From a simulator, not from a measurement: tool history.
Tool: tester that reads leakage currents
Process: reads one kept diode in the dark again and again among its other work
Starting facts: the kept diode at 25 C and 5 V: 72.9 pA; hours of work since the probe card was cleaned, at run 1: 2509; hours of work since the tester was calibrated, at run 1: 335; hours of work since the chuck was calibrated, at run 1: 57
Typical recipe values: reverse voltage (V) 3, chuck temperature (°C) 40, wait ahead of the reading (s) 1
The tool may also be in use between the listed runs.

| run | hour | reverse voltage (V) | chuck temperature (°C) | wait ahead of the reading (s) | hours of work since the probe card was cleaned | hours of work since the tester was calibrated | hours of work since the chuck was calibrated | current that the tester gives (pA) |
|---|---|---|---|---|---|---|---|---|
| 1 | 0 | 3 | 40 | 1 | 2509 | 335 | 57 | 189 |
| 2 | 26.1 | 3 | 40 | 1 | 2524 | 350 | 71 | 187.74 |
| 3 | 46.3 | 3 | 40 | 2.84 | 2536 | 361 | 83 | 186.69 |
| 4 | 62.3 | 3 | 40 | 1 | 2545 | 370 | 92 | 186.74 |
| 5 | 93.3 | 3 | 40 | 0.9 | 2562 | 388 | 109 | 187.33 |
| 6 | 123.7 | 3 | 40 | 0.9 | 2579 | 405 | 127 | 185.34 |
| 7 | 145.5 | 7.34 | 24 | 0.36 | 2592 | 417 | 139 | 88.54 |
| 8 | 174.1 | 7.34 | 24 | 0.36 | 2608 | 434 | 155 | 88.22 |

Run 9 has not been measured yet. What should we expect?
| 9 | 209.9 | 1.6 | 24 | 0.38 | 2628 | 454 | 175 | ? |

Logged for run 9: current that the tester gives (pA) 49.44.
Take away the tool's hidden state, keep the run-to-run variation as it was, and the same run would have given current that the tester gives (pA) 47.71.
